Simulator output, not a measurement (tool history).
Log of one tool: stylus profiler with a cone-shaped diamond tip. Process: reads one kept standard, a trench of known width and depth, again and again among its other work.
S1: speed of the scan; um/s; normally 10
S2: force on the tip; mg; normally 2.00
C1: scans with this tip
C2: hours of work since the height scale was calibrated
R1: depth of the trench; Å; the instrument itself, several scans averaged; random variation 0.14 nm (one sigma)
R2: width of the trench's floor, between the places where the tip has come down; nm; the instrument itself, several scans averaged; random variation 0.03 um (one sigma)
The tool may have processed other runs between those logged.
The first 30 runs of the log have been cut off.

run     day  S1    S2     C1    C2      R1     R2
 31  75.175  17  2.00   9730  1362  5048.0  42670
 32  76.767   4  1.91   9876  1383  5045.3  42620
 33  79.883   4  1.91  10162  1423  5047.7  42580
 34  83.467   4  2.15  10490  1469  5046.2  42510
     84.554  -- new tip fitted, height scale calibrated
 35  85.192   3  2.00     58     8  5026.0  45600
 36  87.250   3  2.00    247    35  5023.8  45590
 37  88.829  18  5.06    392    55  5049.7  45480
 38  92.167  18  5.06    698    98  5048.2  45370
 39  93.950  18  5.06    861   121  5048.1  45240
 40  97.292   5  1.59   1167   163  5023.0  45180
 41  99.433  10  0.83   1364   191  5016.8  45080

Each row is a separate what-if for the run after 41, all from the same tool condition, not one after another. Results?
  A  102.875   3  0.83  1679  235   ?   ?
  B  102.875   9  0.82  1679  235   ?   ?
  C  102.875   7  0.69  1679  235   ?   ?
  D  102.875  10  4.49  1679  235   ?   ?

run      R1     R2
  A  5018.0  44970
  B  5015.8  44950
  C  5014.9  44920
  D  5047.5  44990
With the hidden condition removed and each run's random variation left untouched, the same runs would have given:
run      R1     R2
  A  5014.8  45620
  B  5012.6  45600
  C  5011.7  45570
  D  5044.3  45640
